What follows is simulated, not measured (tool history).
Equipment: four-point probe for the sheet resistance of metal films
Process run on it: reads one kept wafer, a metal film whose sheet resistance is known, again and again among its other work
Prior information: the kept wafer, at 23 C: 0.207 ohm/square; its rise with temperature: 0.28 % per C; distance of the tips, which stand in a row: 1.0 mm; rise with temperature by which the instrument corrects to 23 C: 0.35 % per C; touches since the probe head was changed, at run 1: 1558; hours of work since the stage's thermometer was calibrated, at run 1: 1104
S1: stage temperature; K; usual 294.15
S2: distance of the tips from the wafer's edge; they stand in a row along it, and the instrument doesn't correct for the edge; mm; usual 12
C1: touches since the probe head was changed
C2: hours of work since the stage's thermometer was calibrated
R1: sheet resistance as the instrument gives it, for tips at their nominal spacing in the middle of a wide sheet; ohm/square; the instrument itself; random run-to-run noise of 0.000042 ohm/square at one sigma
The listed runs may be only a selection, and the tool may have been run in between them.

run 1 hour=0 | S1=294.15 S2=12 | C1=1558 C2=1104 | R1=0.208076
run 2 hour=55.1 | S1=291.15 S2=12 | C1=3227 C2=1129 | R1=0.208624
run 3 hour=116.8 | S1=291.15 S2=12 | C1=5097 C2=1157 | R1=0.208509
run 4 hour=179 | S1=291.15 S2=12 | C1=6983 C2=1186 | R1=0.208579
run 5 hour=258.2 | S1=291.15 S2=12 | C1=9382 C2=1222 | R1=0.208585
run 6 hour=355.3 | S1=294.15 S2=46 | C1=12328 C2=1266 | R1=0.207372
run 7 hour=440.2 | S1=294.15 S2=19 | C1=14900 C2=1305 | R1=0.20763
run 8 hour=531.2 | S1=294.15 S2=19 | C1=17658 C2=1347 | R1=0.207602
run 9 hour=590.9 | S1=294.15 S2=19 | C1=19468 C2=1374 | R1=0.207643
run 10 hour=670.7 | S1=294.15 S2=15 | C1=21886 C2=1410 | R1=0.207786
run 11 hour=743.7 | S1=294.15 S2=15 | C1=24098 C2=1444 | R1=0.207858
run 12 hour=796.4 | S1=294.15 S2=15 | C1=25696 C2=1468 | R1=0.207839
run 13 hour=874.4 | S1=294.15 S2=15 | C1=28061 C2=1503 | R1=0.207782
run 14 hour=959 | S1=307.15 S2=12 | C1=30624 C2=1542 | R1=0.206095
-- hour=975.4 stage's thermometer calibrated
run 15 hour=1017 | S1=294.15 S2=8 | C1=32368 C2=19 | R1=0.209123
run 16 hour=1086.4 | S1=294.15 S2=8 | C1=34470 C2=51 | R1=0.209076
run 17 hour=1177.6 | S1=307.15 S2=12 | C1=37235 C2=92 | R1=0.20618
run 18 hour=1263.8 | S1=294.15 S2=12 | C1=39847 C2=132 | R1=0.208073
run 19 hour=1326.7 | S1=294.15 S2=12 | C1=41754 C2=160 | R1=0.208056
run 20 hour=1373.4 | S1=294.15 S2=12 | C1=43168 C2=182 | R1=0.208193
run 21 hour=1476.2 | S1=294.15 S2=12 | C1=46286 C2=229 | R1=0.208086
run 22 hour=1559.7 | S1=308.15 S2=12 | C1=48815 C2=267 | R1=0.206032
run 23 hour=1658 | S1=294.15 S2=12 | C1=51796 C2=311 | R1=0.208027
run 24 hour=1755.6 | S1=294.15 S2=16 | C1=54751 C2=356 | R1=0.207764
run 25 hour=1837.7 | S1=304.15 S2=71 | C1=57242 C2=393 | R1=0.205831
run 26 hour=1894.2 | S1=304.15 S2=12 | C1=58953 C2=419 | R1=0.206584

The next listed run, before its measurement:
run 27 hour=1947.8 | S1=307.15 S2=4 | C1=60577 C2=444 | R1=?

{"run 27": {"R1": 0.212024}}
With no hidden state in the tool, this same run would have given R1 0.212038 ohm/square.

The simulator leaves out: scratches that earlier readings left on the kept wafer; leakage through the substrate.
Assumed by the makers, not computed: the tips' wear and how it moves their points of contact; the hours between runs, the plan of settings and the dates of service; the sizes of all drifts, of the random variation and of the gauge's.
